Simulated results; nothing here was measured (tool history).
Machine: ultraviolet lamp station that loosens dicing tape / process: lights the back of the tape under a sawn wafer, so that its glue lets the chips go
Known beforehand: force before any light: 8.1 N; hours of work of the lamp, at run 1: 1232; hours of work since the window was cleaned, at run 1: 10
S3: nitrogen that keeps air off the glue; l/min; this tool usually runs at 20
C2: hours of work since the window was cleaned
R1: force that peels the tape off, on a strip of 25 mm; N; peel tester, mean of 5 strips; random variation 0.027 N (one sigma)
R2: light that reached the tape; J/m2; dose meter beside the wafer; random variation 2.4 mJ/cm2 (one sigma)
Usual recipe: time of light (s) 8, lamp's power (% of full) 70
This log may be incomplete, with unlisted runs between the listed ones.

run 1 hour=0.0 | time_of_light_(s)=8 lamp's_power_(%_of_full)=70 S3=20 | hours_of_work_of_the_lamp=1232 C2=10 | R1=1.981 R2=2060
run 2 hour=62.4 | time_of_light_(s)=8 lamp's_power_(%_of_full)=70 S3=18 | hours_of_work_of_the_lamp=1264 C2=43 | R1=2.124 R2=2100
run 3 hour=117.4 | time_of_light_(s)=8 lamp's_power_(%_of_full)=70 S3=18 | hours_of_work_of_the_lamp=1293 C2=71 | R1=2.169 R2=2050
run 4 hour=183.9 | time_of_light_(s)=8 lamp's_power_(%_of_full)=76 S3=20 | hours_of_work_of_the_lamp=1328 C2=106 | R1=1.844 R2=2140
run 5 hour=256.7 | time_of_light_(s)=8 lamp's_power_(%_of_full)=70 S3=20 | hours_of_work_of_the_lamp=1366 C2=144 | R1=2.219 R2=1980
run 6 hour=328.7 | time_of_light_(s)=8 lamp's_power_(%_of_full)=70 S3=20 | hours_of_work_of_the_lamp=1403 C2=182 | R1=2.255 R2=1950
run 7 hour=381.9 | time_of_light_(s)=8 lamp's_power_(%_of_full)=86 S3=20 | hours_of_work_of_the_lamp=1431 C2=209 | R1=1.692 R2=2390
run 8 hour=420.0 | time_of_light_(s)=6 lamp's_power_(%_of_full)=70 S3=20 | hours_of_work_of_the_lamp=1451 C2=229 | R1=3.043 R2=1420
run 9 hour=496.1 | time_of_light_(s)=6 lamp's_power_(%_of_full)=70 S3=20 | hours_of_work_of_the_lamp=1490 C2=269 | R1=3.112 R2=1430
run 10 hour=545.3 | time_of_light_(s)=6 lamp's_power_(%_of_full)=70 S3=20 | hours_of_work_of_the_lamp=1516 C2=295 | R1=3.204 R2=1350
run 11 hour=613.5 | time_of_light_(s)=6 lamp's_power_(%_of_full)=70 S3=20 | hours_of_work_of_the_lamp=1552 C2=330 | R1=3.439 R2=1370
run 12 hour=690.3 | time_of_light_(s)=6 lamp's_power_(%_of_full)=70 S3=20 | hours_of_work_of_the_lamp=1592 C2=370 | R1=3.341 R2=1330
run 13 hour=746.1 | time_of_light_(s)=6 lamp's_power_(%_of_full)=70 S3=20 | hours_of_work_of_the_lamp=1621 C2=399 | R1=3.324 R2=1310
run 14 hour=809.3 | time_of_light_(s)=6 lamp's_power_(%_of_full)=70 S3=20 | hours_of_work_of_the_lamp=1654 C2=432 | R1=3.406 R2=1310
run 15 hour=841.1 | time_of_light_(s)=8 lamp's_power_(%_of_full)=70 S3=8 | hours_of_work_of_the_lamp=1670 C2=449 | R1=3.423 R2=1710
run 16 hour=895.2 | time_of_light_(s)=8 lamp's_power_(%_of_full)=70 S3=8 | hours_of_work_of_the_lamp=1698 C2=477 | R1=3.293 R2=1730
run 17 hour=927.0 | time_of_light_(s)=10 lamp's_power_(%_of_full)=70 S3=20 | hours_of_work_of_the_lamp=1715 C2=493 | R1=1.958 R2=2080
-- hour=981.3 window cleaned of glue's vapour
run 18 hour=981.3 | time_of_light_(s)=10 lamp's_power_(%_of_full)=70 S3=20 | hours_of_work_of_the_lamp=1743 C2=0 | R1=1.796 R2=2270
run 19 hour=1048.9 | time_of_light_(s)=15 lamp's_power_(%_of_full)=70 S3=20 | hours_of_work_of_the_lamp=1778 C2=35 | R1=0.994 R2=3360
run 20 hour=1102.9 | time_of_light_(s)=15 lamp's_power_(%_of_full)=70 S3=20 | hours_of_work_of_the_lamp=1807 C2=63 | R1=0.991 R2=3300
run 21 hour=1179.1 | time_of_light_(s)=8 lamp's_power_(%_of_full)=70 S3=20 | hours_of_work_of_the_lamp=1846 C2=103 | R1=2.514 R2=1690
run 22 hour=1249.5 | time_of_light_(s)=8 lamp's_power_(%_of_full)=70 S3=7 | hours_of_work_of_the_lamp=1883 C2=140 | R1=3.544 R2=1710
run 23 hour=1284.8 | time_of_light_(s)=12 lamp's_power_(%_of_full)=81 S3=20 | hours_of_work_of_the_lamp=1901 C2=158 | R1=1.270 R2=2910
run 24 hour=1360.5 | time_of_light_(s)=4 lamp's_power_(%_of_full)=92 S3=20 | hours_of_work_of_the_lamp=1941 C2=198 | R1=3.985 R2=1070
run 25 hour=1400.2 | time_of_light_(s)=4 lamp's_power_(%_of_full)=92 S3=20 | hours_of_work_of_the_lamp=1961 C2=218 | R1=3.902 R2=1060
run 26 hour=1442.0 | time_of_light_(s)=6 lamp's_power_(%_of_full)=79 S3=36 | hours_of_work_of_the_lamp=1983 C2=240 | R1=2.923 R2=1370
-- hour=1450.7 lamp changed
run 27 hour=1494.5 | time_of_light_(s)=6 lamp's_power_(%_of_full)=79 S3=36 | hours_of_work_of_the_lamp=23 C2=267 | R1=1.592 R2=2280
run 28 hour=1535.8 | time_of_light_(s)=13 lamp's_power_(%_of_full)=64 S3=11 | hours_of_work_of_the_lamp=44 C2=289 | R1=0.991 R2=3940
run 29 hour=1596.8 | time_of_light_(s)=5 lamp's_power_(%_of_full)=70 S3=16 | hours_of_work_of_the_lamp=76 C2=320 | R1=2.903 R2=1660
run 30 hour=1644.9 | time_of_light_(s)=5 lamp's_power_(%_of_full)=70 S3=16 | hours_of_work_of_the_lamp=101 C2=345 | R1=2.948 R2=1610
run 31 hour=1681.1 | time_of_light_(s)=14 lamp's_power_(%_of_full)=96 S3=20 | hours_of_work_of_the_lamp=120 C2=364 | R1=0.318 R2=6170
run 32 hour=1752.7 | time_of_light_(s)=8 lamp's_power_(%_of_full)=85 S3=20 | hours_of_work_of_the_lamp=157 C2=402 | R1=1.128 R2=3080
run 33 hour=1819.9 | time_of_light_(s)=14 lamp's_power_(%_of_full)=97 S3=7 | hours_of_work_of_the_lamp=192 C2=437 | R1=0.544 R2=6040
run 34 hour=1871.3 | time_of_light_(s)=6 lamp's_power_(%_of_full)=89 S3=20 | hours_of_work_of_the_lamp=219 C2=463 | R1=1.768 R2=2370
run 35 hour=1913.5 | time_of_light_(s)=6 lamp's_power_(%_of_full)=77 S3=20 | hours_of_work_of_the_lamp=241 C2=486 | R1=2.110 R2=2030
run 36 hour=1950.1 | time_of_light_(s)=5 lamp's_power_(%_of_full)=74 S3=37 | hours_of_work_of_the_lamp=260 C2=505 | R1=2.418 R2=1600
-- hour=1982.9 window cleaned of glue's vapour
run 37 hour=2023.6 | time_of_light_(s)=5 lamp's_power_(%_of_full)=74 S3=37 | hours_of_work_of_the_lamp=298 C2=21 | R1=2.203 R2=1730
run 38 hour=2063.3 | time_of_light_(s)=7 lamp's_power_(%_of_full)=70 S3=35 | hours_of_work_of_the_lamp=319 C2=42 | R1=1.573 R2=2300
run 39 hour=2106.7 | time_of_light_(s)=7 lamp's_power_(%_of_full)=70 S3=35 | hours_of_work_of_the_lamp=342 C2=65 | R1=1.534 R2=2260
run 40 hour=2181.9 | time_of_light_(s)=7 lamp's_power_(%_of_full)=74 S3=35 | hours_of_work_of_the_lamp=381 C2=104 | R1=1.449 R2=2320
run 41 hour=2255.9 | time_of_light_(s)=7 lamp's_power_(%_of_full)=97 S3=28 | hours_of_work_of_the_lamp=420 C2=142 | R1=1.047 R2=3060
run 42 hour=2329.6 | time_of_light_(s)=9 lamp's_power_(%_of_full)=84 S3=33 | hours_of_work_of_the_lamp=458 C2=181 | R1=0.822 R2=3290
run 43 hour=2388.9 | time_of_light_(s)=7 lamp's_power_(%_of_full)=84 S3=16 | hours_of_work_of_the_lamp=489 C2=212 | R1=1.682 R2=2520

Forecast each of these 4 alternatives for the next run:
run A hour=2423.5 | time_of_light_(s)=12 lamp's_power_(%_of_full)=84 S3=7 | hours_of_work_of_the_lamp=507 C2=230 | R1=? R2=?
run B hour=2423.5 | time_of_light_(s)=5 lamp's_power_(%_of_full)=70 S3=16 | hours_of_work_of_the_lamp=507 C2=230 | R1=? R2=?
run C hour=2423.5 | time_of_light_(s)=11 lamp's_power_(%_of_full)=96 S3=20 | hours_of_work_of_the_lamp=507 C2=230 | R1=? R2=?
run D hour=2423.5 | time_of_light_(s)=5 lamp's_power_(%_of_full)=64 S3=39 | hours_of_work_of_the_lamp=507 C2=230 | R1=? R2=?

run=A R1=1.014 R2=4360
run=B R1=3.122 R2=1520
run=C R1=0.548 R2=4520
run=D R1=2.763 R2=1370
What these runs would have given with no unlogged condition in the tool:
run=A R1=0.758 R2=5100
run=B R1=2.668 R2=1780
run=C R1=0.411 R2=5300
run=D R1=2.326 R2=1600
